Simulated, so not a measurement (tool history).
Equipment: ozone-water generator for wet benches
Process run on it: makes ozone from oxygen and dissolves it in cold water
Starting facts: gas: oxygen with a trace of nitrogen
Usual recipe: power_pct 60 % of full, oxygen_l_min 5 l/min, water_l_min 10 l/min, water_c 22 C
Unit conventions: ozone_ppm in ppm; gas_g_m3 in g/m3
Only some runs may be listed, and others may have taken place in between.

| run | hour | power_pct | oxygen_l_min | water_l_min | water_c | ozone_ppm | gas_g_m3 |
|---|---|---|---|---|---|---|---|
| 1 | 0 | 60 | 5 | 10 | 22 | 27 | 187.3 |
| 2 | 48.7 | 60 | 5 | 10 | 22 | 27.1 | 189.6 |
|  | 100.3 | contactor cleaned |
| 3 | 101.4 | 78 | 5 | 10 | 22 | 34.5 | 236.2 |
| 4 | 159.8 | 60 | 5 | 10 | 22 | 27.5 | 188.9 |
| 5 | 204.5 | 60 | 5 | 10 | 26 | 25.3 | 187.4 |
| 6 | 277.3 | 71 | 8.21 | 8 | 29 | 29.3 | 185.9 |
| 7 | 352.9 | 71 | 8.21 | 8 | 29 | 29.7 | 186.5 |
| 8 | 397.9 | 71 | 8.21 | 8 | 29 | 29.3 | 188.8 |
| 9 | 456.4 | 71 | 8.21 | 8 | 29 | 29.5 | 186.3 |
| 10 | 505.2 | 59 | 6.83 | 14 | 17 | 24.2 | 167.8 |

Below, each run's measurement less what the same run would have read without the hidden state. Both values contain the same run-to-run variation, but the gauge's scatter may not be the same in both:
The tool's hidden condition here consists of: yield of the discharge, % of new electrodes'; contactor's efficiency, % of a clean one's; true water temperature over the reading, C; drift of the gauge itself on ozone_ppm, %; drift of the gauge itself on gas_g_m3, %.
| run | ozone_ppm | gas_g_m3 |
|---|---|---|
| 1 | -1.6 | -7.9 |
| 2 | -1.7 | -8.1 |
| 3 | -2 | -13.3 |
| 4 | -1.3 | -8.4 |
| 5 | -1.2 | -8.5 |
| 6 | -1.8 | -10.2 |
| 7 | -1.8 | -10.4 |
| 8 | -1.7 | -10.7 |
| 9 | -1.8 | -10.7 |
| 10 | -1.3 | -8.1 |

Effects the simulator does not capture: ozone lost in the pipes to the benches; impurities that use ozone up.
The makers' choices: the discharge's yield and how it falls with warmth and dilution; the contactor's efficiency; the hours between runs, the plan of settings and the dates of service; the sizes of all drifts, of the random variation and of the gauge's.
